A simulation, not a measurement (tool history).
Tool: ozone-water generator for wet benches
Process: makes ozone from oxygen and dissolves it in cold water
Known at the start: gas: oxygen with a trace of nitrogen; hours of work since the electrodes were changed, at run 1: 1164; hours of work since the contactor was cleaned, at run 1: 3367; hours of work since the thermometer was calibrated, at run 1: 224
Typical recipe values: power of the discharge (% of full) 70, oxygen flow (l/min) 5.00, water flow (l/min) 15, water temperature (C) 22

| run | hour | power of the discharge (% of full) | oxygen flow (l/min) | water flow (l/min) | water temperature (C) | hours of work since the electrodes were changed | hours of work since the contactor was cleaned | hours of work since the thermometer was calibrated | dissolved ozone (ppm) | ozone in the gas ahead of the water (g/m3) |
|---|---|---|---|---|---|---|---|---|---|---|
| 1 | 0.0 | 70 | 5.00 | 15 | 22 | 1164 | 3367 | 224 | 20.6 | 183.2 |
| 2 | 36.4 | 86 | 5.00 | 15 | 22 | 1194 | 3397 | 254 | 22.6 | 204.0 |
| 3 | 72.2 | 86 | 5.00 | 15 | 22 | 1223 | 3426 | 283 | 23.0 | 204.6 |
| 4 | 105.8 | 86 | 5.00 | 15 | 22 | 1250 | 3453 | 311 | 22.7 | 204.4 |
| 5 | 124.4 | 86 | 5.00 | 15 | 22 | 1266 | 3469 | 326 | 22.7 | 204.7 |
| 6 | 146.4 | 86 | 5.00 | 11 | 22 | 1284 | 3487 | 344 | 27.9 | 203.7 |
| 7 | 177.8 | 86 | 5.00 | 11 | 22 | 1309 | 3512 | 370 | 28.2 | 202.4 |
| 8 | 213.5 | 86 | 5.00 | 11 | 22 | 1339 | 3541 | 399 | 28.3 | 205.8 |
| 9 | 248.7 | 70 | 5.00 | 15 | 28 | 1367 | 3570 | 428 | 18.2 | 182.5 |
| 10 | 281.4 | 70 | 5.00 | 15 | 28 | 1394 | 3597 | 454 | 18.4 | 184.3 |
| 11 | 320.7 | 70 | 5.00 | 15 | 28 | 1426 | 3629 | 487 | 18.5 | 183.2 |
| 12 | 358.8 | 70 | 5.00 | 15 | 28 | 1458 | 3660 | 518 | 18.2 | 184.5 |
| 13 | 395.8 | 70 | 5.00 | 15 | 28 | 1488 | 3691 | 548 | 17.9 | 183.1 |
| 14 | 412.0 | 70 | 5.00 | 15 | 28 | 1501 | 3704 | 561 | 18.2 | 185.4 |
| 15 | 427.9 | 70 | 5.00 | 15 | 28 | 1514 | 3717 | 574 | 18.5 | 182.7 |
| 16 | 444.8 | 70 | 5.91 | 15 | 22 | 1528 | 3731 | 588 | 20.4 | 169.9 |
| 17 | 483.5 | 70 | 5.00 | 15 | 22 | 1560 | 3763 | 620 | 20.4 | 182.7 |
| 18 | 507.0 | 70 | 4.74 | 15 | 22 | 1579 | 3782 | 639 | 20.4 | 188.2 |
| 19 | 534.3 | 70 | 4.74 | 12 | 24 | 1601 | 3804 | 662 | 22.8 | 187.3 |
| 20 | 573.6 | 73 | 6.62 | 15 | 15 | 1633 | 3836 | 694 | 23.1 | 162.0 |
|  | 594.4 | contactor cleaned |
| 21 | 594.4 | 73 | 6.62 | 15 | 15 | 1647 | 0 | 707 | 24.1 | 162.5 |
| 22 | 616.7 | 60 | 8.21 | 16 | 15 | 1665 | 18 | 726 | 21.0 | 134.4 |
| 23 | 639.2 | 60 | 8.21 | 16 | 15 | 1684 | 37 | 744 | 21.0 | 133.1 |
| 24 | 658.7 | 43 | 5.00 | 21 | 27 | 1700 | 53 | 760 | 11.8 | 143.8 |
| 25 | 698.1 | 43 | 3.33 | 13 | 27 | 1732 | 85 | 792 | 16.9 | 173.3 |
| 26 | 721.7 | 43 | 3.33 | 13 | 27 | 1751 | 104 | 812 | 17.3 | 174.2 |
| 27 | 747.1 | 45 | 8.61 | 15 | 22 | 1772 | 125 | 832 | 16.3 | 113.6 |
| 28 | 771.8 | 70 | 5.00 | 14 | 30 | 1792 | 145 | 853 | 19.3 | 182.0 |
| 29 | 788.1 | 70 | 5.00 | 14 | 27 | 1806 | 159 | 866 | 20.3 | 183.0 |
| 30 | 824.5 | 70 | 4.95 | 10 | 19 | 1836 | 188 | 896 | 29.4 | 182.6 |
| 31 | 849.6 | 40 | 5.96 | 15 | 21 | 1856 | 209 | 916 | 16.1 | 126.1 |
| 32 | 883.7 | 63 | 5.96 | 16 | 21 | 1884 | 237 | 944 | 19.4 | 157.8 |
| 33 | 911.6 | 68 | 5.00 | 15 | 22 | 1907 | 260 | 967 | 20.6 | 178.8 |
| 34 | 928.8 | 60 | 8.49 | 15 | 22 | 1921 | 274 | 981 | 18.7 | 132.2 |

Below are 3 alternative next runs, each starting from the tool's condition after run 34. Predict each:
| A | 961.2 | 63 | 5.00 | 15 | 22 | 1947 | 300 | 1008 | ? | ? |
| B | 961.2 | 55 | 5.00 | 15 | 22 | 1947 | 300 | 1008 | ? | ? |
| C | 961.2 | 70 | 8.49 | 23 | 22 | 1947 | 300 | 1008 | ? | ? |

| run | dissolved ozone (ppm) | ozone in the gas ahead of the water (g/m3) |
|---|---|---|
| A | 20.0 | 172.7 |
| B | 18.7 | 160.8 |
| C | 15.2 | 141.7 |
Take away the tool's hidden state, keep each run's random variation, and the runs would have read:
| run | dissolved ozone (ppm) | ozone in the gas ahead of the water (g/m3) |
|---|---|---|
| A | 20.7 | 177.5 |
| B | 19.3 | 164.9 |
| C | 15.7 | 145.9 |

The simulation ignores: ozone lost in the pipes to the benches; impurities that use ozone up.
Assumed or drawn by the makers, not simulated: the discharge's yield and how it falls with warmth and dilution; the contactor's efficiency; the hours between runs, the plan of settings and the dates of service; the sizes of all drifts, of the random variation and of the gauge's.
